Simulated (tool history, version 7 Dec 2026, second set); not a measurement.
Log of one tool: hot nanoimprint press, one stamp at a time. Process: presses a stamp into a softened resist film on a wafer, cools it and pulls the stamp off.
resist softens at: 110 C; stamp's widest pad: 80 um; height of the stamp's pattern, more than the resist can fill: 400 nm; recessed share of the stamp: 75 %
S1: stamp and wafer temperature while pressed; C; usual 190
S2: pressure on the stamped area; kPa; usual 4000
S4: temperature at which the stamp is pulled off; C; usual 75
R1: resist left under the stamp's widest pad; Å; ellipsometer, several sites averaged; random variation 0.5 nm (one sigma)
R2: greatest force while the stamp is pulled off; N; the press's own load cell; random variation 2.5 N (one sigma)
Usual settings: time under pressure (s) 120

{"run": 1, "hour": 0.0, "S1": 190, "S2": 4000, "time under pressure (s)": 120, "S4": 75, "R1": 1158, "R2": 118}
{"run": 2, "hour": 26.7, "S1": 190, "S2": 4000, "time under pressure (s)": 120, "S4": 75, "R1": 1164, "R2": 115}
{"run": 3, "hour": 50.4, "S1": 190, "S2": 4000, "time under pressure (s)": 120, "S4": 75, "R1": 1158, "R2": 117}
{"run": 4, "hour": 67.5, "S1": 190, "S2": 4000, "time under pressure (s)": 120, "S4": 75, "R1": 1159, "R2": 116}
{"run": 5, "hour": 96.2, "S1": 190, "S2": 2900, "time under pressure (s)": 120, "S4": 75, "R1": 1324, "R2": 116}
{"run": 6, "hour": 126.9, "S1": 190, "S2": 2900, "time under pressure (s)": 120, "S4": 75, "R1": 1326, "R2": 120}
{"run": 7, "hour": 148.0, "S1": 190, "S2": 2900, "time under pressure (s)": 120, "S4": 76, "R1": 1315, "R2": 114}
{"run": 8, "hour": 177.7, "S1": 190, "S2": 3100, "time under pressure (s)": 120, "S4": 76, "R1": 1275, "R2": 113}
{"run": 9, "hour": 208.0, "S1": 190, "S2": 4000, "time under pressure (s)": 120, "S4": 60, "R1": 1155, "R2": 126}
{"run": 10, "hour": 241.8, "S1": 190, "S2": 6350, "time under pressure (s)": 120, "S4": 75, "R1": 928, "R2": 117}
{"run": 11, "hour": 272.4, "S1": 190, "S2": 4000, "time under pressure (s)": 120, "S4": 75, "R1": 1141, "R2": 119}
{"run": 12, "hour": 304.4, "S1": 190, "S2": 4000, "time under pressure (s)": 120, "S4": 75, "R1": 1144, "R2": 120}
{"hour": 321.4, "done": "stamp cleaned and given a new release coat"}
{"run": 13, "hour": 336.0, "S1": 190, "S2": 4000, "time under pressure (s)": 120, "S4": 75, "R1": 1137, "R2": 111}
{"run": 14, "hour": 353.2, "S1": 190, "S2": 4000, "time under pressure (s)": 143, "S4": 75, "R1": 1069, "R2": 119}
{"run": 15, "hour": 380.7, "S1": 190, "S2": 4000, "time under pressure (s)": 143, "S4": 75, "R1": 1074, "R2": 116}
{"run": 16, "hour": 407.7, "S1": 190, "S2": 4000, "time under pressure (s)": 143, "S4": 75, "R1": 1073, "R2": 118}
{"run": 17, "hour": 443.0, "S1": 186, "S2": 4000, "time under pressure (s)": 119, "S4": 79, "R1": 1312, "R2": 117}
{"run": 18, "hour": 460.7, "S1": 186, "S2": 4000, "time under pressure (s)": 119, "S4": 61, "R1": 1309, "R2": 124}
{"run": 19, "hour": 477.8, "S1": 186, "S2": 4000, "time under pressure (s)": 119, "S4": 61, "R1": 1315, "R2": 123}
{"run": 20, "hour": 498.3, "S1": 186, "S2": 4000, "time under pressure (s)": 119, "S4": 71, "R1": 1312, "R2": 120}
{"run": 21, "hour": 515.6, "S1": 186, "S2": 4000, "time under pressure (s)": 119, "S4": 71, "R1": 1311, "R2": 120}
{"run": 22, "hour": 539.9, "S1": 186, "S2": 4000, "time under pressure (s)": 131, "S4": 75, "R1": 1267, "R2": 120}
{"hour": 547.5, "done": "gauge calibrated"}
{"run": 23, "hour": 576.7, "S1": 186, "S2": 4000, "time under pressure (s)": 99, "S4": 75, "R1": 1426, "R2": 117}
{"run": 24, "hour": 606.2, "S1": 200, "S2": 4130, "time under pressure (s)": 83, "S4": 70, "R1": 933, "R2": 116}
{"run": 25, "hour": 640.5, "S1": 200, "S2": 4130, "time under pressure (s)": 83, "S4": 70, "R1": 924, "R2": 118}
{"run": 26, "hour": 658.0, "S1": 200, "S2": 4130, "time under pressure (s)": 83, "S4": 70, "R1": 926, "R2": 126}
{"run": 27, "hour": 682.6, "S1": 190, "S2": 4000, "time under pressure (s)": 120, "S4": 63, "R1": 1162, "R2": 128}
{"hour": 696.3, "done": "plate thermocouple calibrated"}
{"run": 28, "hour": 723.7, "S1": 190, "S2": 4000, "time under pressure (s)": 120, "S4": 63, "R1": 1154, "R2": 126}
{"hour": 741.3, "done": "stamp cleaned and given a new release coat"}
{"run": 29, "hour": 755.5, "S1": 181, "S2": 4000, "time under pressure (s)": 123, "S4": 75, "R1": 1552, "R2": 116}
{"run": 30, "hour": 792.2, "S1": 181, "S2": 4000, "time under pressure (s)": 123, "S4": 75, "R1": 1546, "R2": 120}

Forecast each of these 4 alternatives for the next run:
{"run": "A", "hour": 815.0, "S1": 194, "S2": 4000, "time under pressure (s)": 175, "S4": 71, "R1": "?", "R2": "?"}
{"run": "B", "hour": 815.0, "S1": 181, "S2": 2570, "time under pressure (s)": 123, "S4": 75, "R1": "?", "R2": "?"}
{"run": "C", "hour": 815.0, "S1": 195, "S2": 5740, "time under pressure (s)": 72, "S4": 75, "R1": "?", "R2": "?"}
{"run": "D", "hour": 815.0, "S1": 184, "S2": 4000, "time under pressure (s)": 120, "S4": 75, "R1": "?", "R2": "?"}

run=A R1=846 R2=119
run=B R1=1756 R2=114
run=C R1=1005 R2=118
run=D R1=1417 R2=117
Without the tool's hidden state the same runs would have given:
run=A R1=854 R2=119
run=B R1=1774 R2=114
run=C R1=1015 R2=117
run=D R1=1431 R2=117
